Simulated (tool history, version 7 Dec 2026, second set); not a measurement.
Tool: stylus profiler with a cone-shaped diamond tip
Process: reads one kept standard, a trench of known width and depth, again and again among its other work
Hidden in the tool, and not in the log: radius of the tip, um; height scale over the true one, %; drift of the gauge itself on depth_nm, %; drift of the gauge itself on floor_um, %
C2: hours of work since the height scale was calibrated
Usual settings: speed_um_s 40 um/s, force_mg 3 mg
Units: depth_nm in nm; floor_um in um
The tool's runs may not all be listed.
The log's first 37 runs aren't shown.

{"run": 38, "hour": 1350.3, "speed_um_s": 16, "force_mg": 2.2, "scans with this tip": 7790, "C2": 133, "depth_nm": 1013.28, "floor_um": 24.41}
{"run": 39, "hour": 1386.0, "speed_um_s": 10, "force_mg": 2.2, "scans with this tip": 7933, "C2": 159, "depth_nm": 1013.7, "floor_um": 24.41}
{"run": 40, "hour": 1421.9, "speed_um_s": 42, "force_mg": 2.21, "scans with this tip": 8076, "C2": 186, "depth_nm": 1014.24, "floor_um": 24.25}
{"run": 41, "hour": 1454.9, "speed_um_s": 104, "force_mg": 1.03, "scans with this tip": 8209, "C2": 210, "depth_nm": 1008.73, "floor_um": 23.96}
{"run": 42, "hour": 1496.9, "speed_um_s": 90, "force_mg": 1.71, "scans with this tip": 8377, "C2": 241, "depth_nm": 1012.04, "floor_um": 24.01}
{"run": 43, "hour": 1531.2, "speed_um_s": 54, "force_mg": 2.14, "scans with this tip": 8514, "C2": 266, "depth_nm": 1013.82, "floor_um": 24.12}
{"run": 44, "hour": 1568.1, "speed_um_s": 44, "force_mg": 5.58, "scans with this tip": 8662, "C2": 294, "depth_nm": 1025.23, "floor_um": 24.16}
{"run": 45, "hour": 1598.8, "speed_um_s": 44, "force_mg": 5.58, "scans with this tip": 8785, "C2": 316, "depth_nm": 1025.25, "floor_um": 24.11}

Forecast each of these 4 alternatives for the next run:
{"run": "A", "hour": 1640.6, "speed_um_s": 39, "force_mg": 2.28, "scans with this tip": 8952, "C2": 347, "depth_nm": "?", "floor_um": "?"}
{"run": "B", "hour": 1640.6, "speed_um_s": 130, "force_mg": 3, "scans with this tip": 8952, "C2": 347, "depth_nm": "?", "floor_um": "?"}
{"run": "C", "hour": 1640.6, "speed_um_s": 64, "force_mg": 5.35, "scans with this tip": 8952, "C2": 347, "depth_nm": "?", "floor_um": "?"}
{"run": "D", "hour": 1640.6, "speed_um_s": 21, "force_mg": 2.07, "scans with this tip": 8952, "C2": 347, "depth_nm": "?", "floor_um": "?"}

run=A depth_nm=1014.18 floor_um=24.07
run=B depth_nm=1017.47 floor_um=23.89
run=C depth_nm=1024.77 floor_um=24.16
run=D depth_nm=1014.09 floor_um=24.15
Without the tool's hidden state the same runs would have given:
run=A depth_nm=1012.23 floor_um=26.39
run=B depth_nm=1015.52 floor_um=26.22
run=C depth_nm=1022.8 floor_um=26.48
run=D depth_nm=1012.14 floor_um=26.47

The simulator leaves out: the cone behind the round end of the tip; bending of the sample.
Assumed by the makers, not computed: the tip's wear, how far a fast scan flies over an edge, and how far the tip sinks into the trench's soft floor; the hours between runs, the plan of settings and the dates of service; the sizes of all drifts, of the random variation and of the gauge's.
